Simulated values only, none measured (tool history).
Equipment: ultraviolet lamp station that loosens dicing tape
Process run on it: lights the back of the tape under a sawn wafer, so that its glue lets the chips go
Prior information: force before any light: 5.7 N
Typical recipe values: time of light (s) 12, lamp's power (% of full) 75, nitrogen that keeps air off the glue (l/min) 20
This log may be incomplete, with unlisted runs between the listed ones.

run    hour  time of light (s)  lamp's power (% of full)  nitrogen that keeps air off the glue (l/min)  force that peels the tape off (N)  light that reached the tape (mJ/cm²)
  1     0.0                 12                        75                                            20                              0.756                                   336
  2    44.6                 12                        62                                            20                              1.097                                   277
  3    73.0                 12                        62                                            20                              1.089                                   275
  4    93.2                 21                        62                                            20                              0.367                                   477
  5   121.6                 21                        62                                            20                              0.373                                   474
  6   162.2                 21                        62                                            20                              0.395                                   465
  7   186.5                 21                        62                                            20                              0.406                                   461
  8   214.3                 21                        62                                            20                              0.398                                   455
  9   257.1                 21                        62                                            20                              0.412                                   450
 10   283.1                 21                        62                                            20                              0.432                                   443
 11   313.2                 21                        62                                            20                              0.440                                   440
 12   344.8                 12                        78                                            20                              0.867                                   313
 13   371.3                 12                        75                                            20                              0.927                                   300
 14   390.4                 12                        65                                            20                              1.298                                   257
 15   409.7                 12                        77                                            20                              0.905                                   306
 16   431.2                 12                        77                                            20                              0.949                                   300
 17   476.8                 12                        77                                            20                              0.936                                   297
 18   518.9                 12                        77                                            20                              0.949                                   295
 19   542.8                 12                        77                                            20                              0.981                                   293
 20   569.2                 12                        75                                             6                              1.824                                   279
 21   599.9                  7                        75                                            20                              2.128                                   158
 22   637.2                  7                        75                                            20                              2.133                                   160
 23   675.5                  7                        75                                            20                              2.214                                   161
 24   716.0                  7                        75                                            20                              2.250                                   155
 25   760.4                 12                        74                                            32                              1.002                                   261
      795.0  -- window cleaned of glue's vapour
 26   796.6                 12                        74                                            32                              1.103                                   243
 27   836.0                  7                        75                                             9                              2.990                                   146
 28   882.9                  7                        75                                             9                              2.915                                   140
 29   923.2                  7                        75                                             9                              2.902                                   141
 30   964.5                  7                        75                                             9                              2.889                                   136
 31  1009.4                 17                        79                                            20                              0.727                                   340
     1032.3  -- window cleaned of glue's vapour, once more
 32  1037.8                 19                        68                                             8                              0.957                                   405
 33  1060.4                 19                        68                                            18                              0.589                                   398
 34  1100.4                 19                        68                                            18                              0.629                                   397
 35  1121.6                 12                        93                                            14                              0.944                                   337
 36  1155.6                 12                        92                                            10                              1.110                                   328
 37  1181.6                 22                        62                                             7                              0.998                                   405
 38  1204.0                 14                        90                                            26                              0.549                                   370
 39  1225.9                  9                        83                                            26                              1.404                                   219
 40  1248.4                  9                        62                                            26                              2.033                                   165
 41  1293.8                 11                        97                                            29                              0.744                                   307
 42  1327.5                  9                        66                                             8                              2.687                                   168
 43  1360.5                  9                        66                                             8                              2.656                                   166
 44  1391.8                 12                        65                                            38                              1.229                                   215

Measured minus without-hidden-state, run by run (identical run-to-run variation in each term; gauge scatter may differ):
Hidden state at play: lamp's light, % of a new lamp's; light that the window lets through, % of a clean one's; drift of the gauge itself on peel_n, %; drift of the gauge itself on dose_mj_cm2, %.
run  force that peels the tape off (N)  light that reached the tape (mJ/cm²)
  1                             +0.036                                    -9
  2                             +0.069                                   -11
  3                             +0.082                                   -14
  4                             +0.044                                   -27
  5                             +0.053                                   -31
  6                             +0.065                                   -37
  7                             +0.073                                   -41
  8                             +0.080                                   -44
  9                             +0.093                                   -50
 10                             +0.104                                   -55
 11                             +0.111                                   -59
 12                             +0.197                                   -45
 13                             +0.217                                   -47
 14                             +0.278                                   -41
 15                             +0.230                                   -52
 16                             +0.248                                   -54
 17                             +0.265                                   -59
 18                             +0.282                                   -63
 19                             +0.300                                   -65
 20                             +0.423                                   -65
 21                             +0.449                                   -40
 22                             +0.472                                   -42
 23                             +0.514                                   -44
 24                             +0.544                                   -46
 25                             +0.407                                   -84
 26                             +0.496                                   -95
 27                             +0.716                                   -59
 28                             +0.724                                   -62
 29                             +0.740                                   -63
 30                             +0.759                                   -65
 31                             +0.432                                  -170
 32                             +0.315                                   -95
 33                             +0.233                                   -97
 34                             +0.253                                  -104
 35                             +0.350                                   -92
 36                             +0.396                                   -95
 37                             +0.387                                  -121
 38                             +0.253                                  -115
 39                             +0.497                                   -70
 40                             +0.585                                   -53
 41                             +0.349                                  -108
 42                             +0.653                                   -61
 43                             +0.663                                   -64
 44                             +0.537                                   -86

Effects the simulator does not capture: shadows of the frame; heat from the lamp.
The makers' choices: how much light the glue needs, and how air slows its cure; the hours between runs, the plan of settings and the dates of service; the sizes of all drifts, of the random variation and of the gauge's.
